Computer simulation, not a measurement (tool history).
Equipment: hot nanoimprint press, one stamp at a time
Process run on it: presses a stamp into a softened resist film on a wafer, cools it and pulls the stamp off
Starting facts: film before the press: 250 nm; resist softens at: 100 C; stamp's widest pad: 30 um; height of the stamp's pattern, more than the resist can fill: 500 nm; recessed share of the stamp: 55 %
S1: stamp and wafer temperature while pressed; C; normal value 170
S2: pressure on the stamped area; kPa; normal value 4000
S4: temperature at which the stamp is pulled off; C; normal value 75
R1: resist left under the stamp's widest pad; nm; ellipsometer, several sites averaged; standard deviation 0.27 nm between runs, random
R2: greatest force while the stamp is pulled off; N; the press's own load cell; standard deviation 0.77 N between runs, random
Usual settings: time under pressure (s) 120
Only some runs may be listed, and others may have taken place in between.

{"run": 1, "hour": 0.0, "S1": 170, "S2": 4000, "time under pressure (s)": 120, "S4": 75, "R1": 97.4, "R2": 194.8}
{"run": 2, "hour": 4.5, "S1": 170, "S2": 4000, "time under pressure (s)": 120, "S4": 75, "R1": 97.9, "R2": 194.3}
{"run": 3, "hour": 10.5, "S1": 170, "S2": 4000, "time under pressure (s)": 120, "S4": 61, "R1": 97.5, "R2": 230.7}
{"run": 4, "hour": 18.6, "S1": 170, "S2": 4000, "time under pressure (s)": 120, "S4": 61, "R1": 97.8, "R2": 231.1}
{"run": 5, "hour": 24.2, "S1": 170, "S2": 4000, "time under pressure (s)": 120, "S4": 66, "R1": 97.5, "R2": 219.5}
{"run": 6, "hour": 32.4, "S1": 170, "S2": 4000, "time under pressure (s)": 120, "S4": 75, "R1": 97.5, "R2": 196.7}
{"run": 7, "hour": 39.3, "S1": 170, "S2": 4000, "time under pressure (s)": 120, "S4": 75, "R1": 97.5, "R2": 195}
{"run": 8, "hour": 44.5, "S1": 170, "S2": 4000, "time under pressure (s)": 120, "S4": 75, "R1": 97.8, "R2": 196.7}
{"run": 9, "hour": 48.5, "S1": 170, "S2": 4000, "time under pressure (s)": 120, "S4": 75, "R1": 97.3, "R2": 196.4}
{"run": 10, "hour": 57.2, "S1": 170, "S2": 4000, "time under pressure (s)": 120, "S4": 75, "R1": 96.9, "R2": 196.4}
{"run": 11, "hour": 64.0, "S1": 170, "S2": 4000, "time under pressure (s)": 120, "S4": 75, "R1": 97.6, "R2": 197.3}
{"run": 12, "hour": 69.9, "S1": 170, "S2": 4000, "time under pressure (s)": 120, "S4": 75, "R1": 97.3, "R2": 196.8}
{"run": 13, "hour": 74.0, "S1": 170, "S2": 4000, "time under pressure (s)": 82, "S4": 75, "R1": 112.9, "R2": 197.4}
{"run": 14, "hour": 80.6, "S1": 170, "S2": 4000, "time under pressure (s)": 120, "S4": 75, "R1": 97, "R2": 198.5}
{"run": 15, "hour": 85.8, "S1": 170, "S2": 4000, "time under pressure (s)": 120, "S4": 75, "R1": 97.6, "R2": 198.3}
{"run": 16, "hour": 95.0, "S1": 178, "S2": 4000, "time under pressure (s)": 120, "S4": 75, "R1": 75.2, "R2": 198.6}
{"run": 17, "hour": 100.9, "S1": 170, "S2": 4000, "time under pressure (s)": 192, "S4": 71, "R1": 79.7, "R2": 209.4}
{"run": 18, "hour": 104.9, "S1": 170, "S2": 4000, "time under pressure (s)": 109, "S4": 69, "R1": 101.5, "R2": 214.1}
{"run": 19, "hour": 113.6, "S1": 170, "S2": 4000, "time under pressure (s)": 179, "S4": 75, "R1": 82.5, "R2": 197.9}
{"run": 20, "hour": 119.5, "S1": 170, "S2": 2940, "time under pressure (s)": 107, "S4": 75, "R1": 116.5, "R2": 199.4}
{"run": 21, "hour": 127.6, "S1": 170, "S2": 2940, "time under pressure (s)": 107, "S4": 75, "R1": 116.9, "R2": 199.6}
{"run": 22, "hour": 134.6, "S1": 170, "S2": 4000, "time under pressure (s)": 64, "S4": 75, "R1": 123.8, "R2": 199.9}
{"run": 23, "hour": 141.9, "S1": 173, "S2": 4000, "time under pressure (s)": 164, "S4": 75, "R1": 76.9, "R2": 200.1}
{"run": 24, "hour": 146.5, "S1": 173, "S2": 4000, "time under pressure (s)": 164, "S4": 75, "R1": 77, "R2": 201.6}
{"run": 25, "hour": 151.6, "S1": 177, "S2": 4510, "time under pressure (s)": 119, "S4": 77, "R1": 73.4, "R2": 194}
{"run": 26, "hour": 160.7, "S1": 170, "S2": 4000, "time under pressure (s)": 120, "S4": 66, "R1": 96.9, "R2": 226.5}
{"run": 27, "hour": 166.8, "S1": 170, "S2": 4000, "time under pressure (s)": 239, "S4": 75, "R1": 72.7, "R2": 200.9}
{"run": 28, "hour": 171.0, "S1": 170, "S2": 4000, "time under pressure (s)": 239, "S4": 75, "R1": 72, "R2": 202.8}
{"run": 29, "hour": 177.8, "S1": 170, "S2": 4000, "time under pressure (s)": 120, "S4": 66, "R1": 96.5, "R2": 225.5}
{"hour": 187.4, "done": "stamp cleaned and given a new release coat"}
{"run": 30, "hour": 192.4, "S1": 170, "S2": 4000, "time under pressure (s)": 120, "S4": 66, "R1": 96.2, "R2": 209.5}
{"run": 31, "hour": 200.4, "S1": 170, "S2": 3010, "time under pressure (s)": 120, "S4": 75, "R1": 109, "R2": 186}

Table of differences, measured result less the result of that run with no hidden state. Run-to-run variation is the same in both. Gauge scatter possibly is not:
What the log doesn't record here: true temperature over the reading, C; pressure that arrives at the usual setting, %; grip of the stamp's worn release coat, % over a new coat's; drift of the gauge itself on residual_nm, %; drift of the gauge itself on pull_off_n, %.
run=1 R1=+0 R2=+6.1
run=2 R1=+0 R2=+6.3
run=3 R1=-0.1 R2=+7.8
run=4 R1=-0.1 R2=+8.2
run=5 R1=-0.2 R2=+8.1
run=6 R1=-0.2 R2=+7.6
run=7 R1=-0.2 R2=+7.8
run=8 R1=-0.3 R2=+8.1
run=9 R1=-0.3 R2=+8.3
run=10 R1=-0.4 R2=+8.7
run=11 R1=-0.5 R2=+9
run=12 R1=-0.5 R2=+9.3
run=13 R1=-0.5 R2=+9.5
run=14 R1=-0.5 R2=+9.8
run=15 R1=-0.5 R2=+10
run=16 R1=-0.4 R2=+10.5
run=17 R1=-0.5 R2=+11.3
run=18 R1=-0.6 R2=+11.8
run=19 R1=-0.6 R2=+11.2
run=20 R1=-0.9 R2=+11.5
run=21 R1=-1 R2=+11.9
run=22 R1=-0.9 R2=+12.2
run=23 R1=-0.7 R2=+12.5
run=24 R1=-0.7 R2=+12.8
run=25 R1=-0.6 R2=+12.5
run=26 R1=-1 R2=+15.3
run=27 R1=-0.8 R2=+13.6
run=28 R1=-0.9 R2=+14
run=29 R1=-1 R2=+16.1
run=30 R1=-1.1 R2=-1.2
run=31 R1=-1.4 R2=-0.8
